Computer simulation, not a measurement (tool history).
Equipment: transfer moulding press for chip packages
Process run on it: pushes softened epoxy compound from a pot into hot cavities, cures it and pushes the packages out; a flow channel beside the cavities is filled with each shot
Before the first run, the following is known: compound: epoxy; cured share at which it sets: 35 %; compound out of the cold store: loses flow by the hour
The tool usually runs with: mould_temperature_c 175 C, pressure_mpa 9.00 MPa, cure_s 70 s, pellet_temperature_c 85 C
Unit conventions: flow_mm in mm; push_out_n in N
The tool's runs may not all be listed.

| run | hour | mould_temperature_c | pressure_mpa | cure_s | pellet_temperature_c | incoming compound's hours out of the cold store | flow_mm | push_out_n |
|---|---|---|---|---|---|---|---|---|
| 1 | 0.0 | 175 | 9.00 | 70 | 85 | 28.0 | 959 | 370 |
| 2 | 9.7 | 175 | 9.00 | 70 | 85 | 26.8 | 963 | 354 |
|  | 15.4 | cavities cleaned with cleaning compound and waxed |
| 3 | 19.4 | 175 | 9.00 | 70 | 85 | 23.2 | 977 | 359 |
| 4 | 25.4 | 175 | 9.00 | 70 | 85 | 11.7 | 1005 | 367 |
| 5 | 35.2 | 175 | 9.00 | 70 | 85 | 38.6 | 933 | 362 |
| 6 | 41.9 | 175 | 9.00 | 70 | 85 | 38.0 | 935 | 363 |
| 7 | 52.9 | 172 | 9.00 | 70 | 85 | 8.8 | 1022 | 436 |
| 8 | 60.1 | 175 | 9.00 | 70 | 85 | 10.7 | 1006 | 379 |
|  | 66.1 | cavities cleaned with cleaning compound and waxed |
| 9 | 70.5 | 175 | 9.00 | 70 | 85 | 10.6 | 1006 | 363 |
| 10 | 80.3 | 175 | 10.06 | 70 | 85 | 10.6 | 1072 | 380 |
| 11 | 88.6 | 179 | 10.06 | 70 | 85 | 34.0 | 977 | 325 |
| 12 | 99.9 | 179 | 10.06 | 70 | 85 | 28.9 | 996 | 320 |
| 13 | 108.6 | 179 | 10.06 | 70 | 85 | 8.9 | 1055 | 324 |
|  | 116.7 | cavities cleaned with cleaning compound and waxed |
| 14 | 120.1 | 179 | 9.46 | 70 | 85 | 47.6 | 911 | 299 |
| 15 | 125.7 | 179 | 9.46 | 70 | 86 | 38.0 | 939 | 318 |
|  | 132.0 | plunger's sealing rings changed |
| 16 | 138.0 | 176 | 7.44 | 65 | 88 | 46.2 | 821 | 384 |
| 17 | 143.0 | 176 | 7.44 | 65 | 88 | 41.5 | 830 | 389 |
| 18 | 151.1 | 175 | 10.81 | 67 | 80 | 12.7 | 1103 | 431 |
| 19 | 159.6 | 175 | 9.00 | 105 | 77 | 45.1 | 911 | 290 |
| 20 | 166.9 | 175 | 9.00 | 105 | 77 | 17.8 | 990 | 293 |
|  | 169.6 | cavities cleaned with cleaning compound and waxed |
| 21 | 178.8 | 175 | 9.00 | 105 | 77 | 18.2 | 987 | 288 |
| 22 | 184.3 | 171 | 9.23 | 105 | 77 | 37.2 | 958 | 300 |
| 23 | 194.0 | 171 | 9.23 | 105 | 77 | 10.6 | 1035 | 287 |
| 24 | 205.1 | 171 | 10.48 | 105 | 91 | 10.3 | 1101 | 295 |
| 25 | 211.3 | 171 | 10.48 | 105 | 91 | 47.3 | 988 | 294 |

5 options for the next run, each taken on its own from the tool as it stands now. Forecast them:
|  | 219.6 | cavities cleaned with cleaning compound and waxed |
| A | 223.4 | 175 | 8.35 | 104 | 82 | 26.7 | ? | ? |
|  | 219.6 | cavities cleaned with cleaning compound and waxed |
| B | 223.4 | 176 | 9.00 | 63 | 85 | 10.9 | ? | ? |
|  | 219.6 | cavities cleaned with cleaning compound and waxed |
| C | 223.4 | 183 | 9.00 | 58 | 85 | 19.4 | ? | ? |
|  | 219.6 | cavities cleaned with cleaning compound and waxed |
| D | 223.4 | 168 | 9.00 | 108 | 85 | 22.2 | ? | ? |
|  | 219.6 | cavities cleaned with cleaning compound and waxed |
| E | 223.4 | 175 | 10.48 | 105 | 76 | 16.8 | ? | ? |

| run | flow_mm | push_out_n |
|---|---|---|
| A | 926 | 298 |
| B | 1006 | 438 |
| C | 958 | 358 |
| D | 1004 | 298 |
| E | 1066 | 275 |
Without the tool's hidden state the same runs would have given:
| run | flow_mm | push_out_n |
|---|---|---|
| A | 927 | 297 |
| B | 1007 | 437 |
| C | 959 | 356 |
| D | 1006 | 296 |
| E | 1068 | 274 |
